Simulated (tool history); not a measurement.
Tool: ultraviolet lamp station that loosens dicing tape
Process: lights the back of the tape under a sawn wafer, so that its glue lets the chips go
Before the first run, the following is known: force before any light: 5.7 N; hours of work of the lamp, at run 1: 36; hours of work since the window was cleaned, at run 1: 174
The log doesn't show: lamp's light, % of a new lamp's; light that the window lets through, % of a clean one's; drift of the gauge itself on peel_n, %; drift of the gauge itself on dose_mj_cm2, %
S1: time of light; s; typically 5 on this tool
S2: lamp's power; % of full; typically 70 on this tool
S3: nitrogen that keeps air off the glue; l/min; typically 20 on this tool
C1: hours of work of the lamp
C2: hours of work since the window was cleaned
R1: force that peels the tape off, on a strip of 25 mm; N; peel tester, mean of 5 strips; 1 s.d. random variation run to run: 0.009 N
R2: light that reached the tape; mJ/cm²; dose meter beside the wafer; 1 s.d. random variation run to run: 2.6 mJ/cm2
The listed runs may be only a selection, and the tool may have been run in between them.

| run | day | S1 | S2 | S3 | C1 | C2 | R1 | R2 |
|---|---|---|---|---|---|---|---|---|
| 1 | 0 | 5 | 70 | 20 | 36 | 174 | 0.381 | 342 |
| 2 | 0.454 | 5 | 70 | 25 | 43 | 181 | 0.339 | 339 |
| 3 | 0.771 | 5 | 70 | 25 | 47 | 185 | 0.335 | 334 |
| 4 | 1.296 | 5 | 70 | 15 | 54 | 192 | 0.505 | 330 |
| 5 | 1.658 | 4 | 70 | 20 | 59 | 197 | 0.619 | 263 |
| 6 | 2.054 | 5 | 70 | 20 | 65 | 203 | 0.411 | 335 |
| 7 | 2.421 | 5 | 70 | 20 | 70 | 208 | 0.415 | 333 |
| 8 | 3.029 | 5 | 70 | 20 | 78 | 217 | 0.419 | 330 |
| 9 | 3.417 | 8 | 70 | 20 | 84 | 222 | 0.191 | 525 |
| 10 | 3.917 | 6 | 70 | 20 | 91 | 229 | 0.297 | 397 |
| 11 | 4.371 | 6 | 70 | 20 | 97 | 235 | 0.297 | 390 |
| 12 | 4.862 | 6 | 70 | 20 | 104 | 242 | 0.296 | 397 |
| 13 | 5.25 | 6 | 70 | 20 | 109 | 248 | 0.312 | 393 |
| 14 | 5.583 | 5 | 70 | 20 | 114 | 252 | 0.405 | 329 |
| 15 | 6.067 | 5 | 70 | 20 | 121 | 259 | 0.422 | 325 |
| 16 | 6.433 | 5 | 70 | 20 | 126 | 264 | 0.425 | 326 |
| 17 | 6.842 | 5 | 70 | 34 | 132 | 270 | 0.303 | 321 |
| 18 | 7.208 | 5 | 70 | 34 | 137 | 275 | 0.291 | 323 |
| 19 | 7.867 | 5 | 70 | 34 | 146 | 284 | 0.304 | 320 |
| 20 | 8.171 | 5 | 66 | 20 | 150 | 288 | 0.493 | 301 |
| 21 | 8.788 | 9 | 66 | 20 | 159 | 297 | 0.188 | 543 |
| 22 | 9.392 | 9 | 66 | 20 | 167 | 305 | 0.182 | 541 |
| 23 | 9.746 | 5 | 66 | 20 | 172 | 310 | 0.496 | 298 |
| 24 | 10.138 | 5 | 66 | 20 | 178 | 316 | 0.52 | 299 |
| 25 | 10.642 | 5 | 76 | 26 | 185 | 323 | 0.326 | 341 |
| 26 | 11.288 | 5 | 70 | 7 | 194 | 332 | 1.039 | 316 |
| 27 | 11.717 | 5 | 70 | 7 | 200 | 338 | 1.053 | 311 |
| 28 | 12.279 | 6 | 77 | 7 | 207 | 346 | 0.65 | 415 |
| 29 | 12.717 | 6 | 77 | 7 | 213 | 352 | 0.649 | 410 |
| 30 | 12.996 | 6 | 63 | 7 | 217 | 356 | 0.888 | 338 |
| 31 | 13.454 | 4 | 83 | 38 | 224 | 362 | 0.323 | 292 |
| 32 | 13.742 | 2 | 92 | 13 | 228 | 366 | 1.744 | 155 |
| 33 | 14.233 | 8 | 82 | 16 | 235 | 373 | 0.195 | 577 |
| 34 | 14.642 | 8 | 82 | 16 | 240 | 378 | 0.201 | 576 |
| 35 | 15.246 | 8 | 82 | 16 | 249 | 387 | 0.198 | 571 |
| 36 | 15.788 | 8 | 86 | 11 | 256 | 394 | 0.232 | 602 |
| 37 | 16.442 | 6 | 66 | 31 | 265 | 404 | 0.271 | 346 |
| 38 | 16.825 | 6 | 62 | 23 | 271 | 409 | 0.382 | 323 |
| 39 | 17.175 | 6 | 62 | 23 | 276 | 414 | 0.395 | 326 |
| 40 | 17.667 | 6 | 66 | 8 | 282 | 421 | 0.845 | 341 |
| 41 | 18.188 | 3 | 69 | 9 | 290 | 428 | 1.869 | 178 |
| 42 | 18.533 | 6 | 63 | 7 | 295 | 433 | 0.963 | 326 |
| 43 | 19.054 | 5 | 81 | 11 | 302 | 440 | 0.611 | 343 |
| 44 | 19.508 | 6 | 84 | 23 | 308 | 446 | 0.239 | 428 |

Some steps in R1 between neighbouring runs. How much of each would the tool show without its hidden state too (settings, what came in, random variation), and how much is left for the hidden state, with any gauge scatter that isn't in both results?
Run 31 -> 32: S1 4 -> 2, S2 83 -> 92, S3 38 -> 13. R1 +1.421 N: hidden state +0.171, all else +1.25.
Run 32 -> 33: S1 2 -> 8, S2 92 -> 82, S3 13 -> 16. R1 -1.549 N: hidden state -0.212, all else -1.337.
Run 40 -> 41: S1 6 -> 3, S2 66 -> 69, S3 8 -> 9. R1 +1.024 N: hidden state +0.099, all else +0.925.
Run 43 -> 44: S1 5 -> 6, S2 81 -> 84, S3 11 -> 23. R1 -0.372 N: hidden state -0.11, all else -0.262.

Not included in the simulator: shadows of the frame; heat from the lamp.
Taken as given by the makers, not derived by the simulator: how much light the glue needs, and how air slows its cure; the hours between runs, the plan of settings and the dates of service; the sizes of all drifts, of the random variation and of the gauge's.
